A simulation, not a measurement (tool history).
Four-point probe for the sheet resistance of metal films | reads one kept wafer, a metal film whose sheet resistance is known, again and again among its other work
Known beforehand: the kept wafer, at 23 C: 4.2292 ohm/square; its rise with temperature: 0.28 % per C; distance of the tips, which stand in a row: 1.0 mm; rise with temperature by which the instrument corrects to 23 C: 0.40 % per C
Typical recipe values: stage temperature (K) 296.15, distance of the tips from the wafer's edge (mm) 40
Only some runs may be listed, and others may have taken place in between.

run	hour	stage temperature (K)	distance of the tips from the wafer's edge (mm)	sheet resistance as the instrument gives it (ohm/square)
1	0	296.15	40	4.232025
2	72.3	296.15	40	4.230884
3	157.8	296.15	40	4.229919
4	237	292.15	40	4.252258
5	286.2	292.15	40	4.251958
6	372.9	300.15	8	4.243415
7	427.5	300.15	8	4.242706
8	525.1	299.15	15	4.224806
9	572.4	303.15	6	4.256015
10	627.6	303.15	6	4.255979

Each row is a separate what-if for the run after 10, all from the same tool condition, not one after another. Results?
A	728.2	292.15	13	?
B	728.2	291.15	57	?
C	728.2	304.15	23	?

run	sheet resistance as the instrument gives it (ohm/square)
A	4.265022
B	4.256506
C	4.194271
The same runs, with their run-to-run variation unchanged, on a tool lacking any hidden condition would have given:
run	sheet resistance as the instrument gives it (ohm/square)
A	4.264696
B	4.25618
C	4.19395
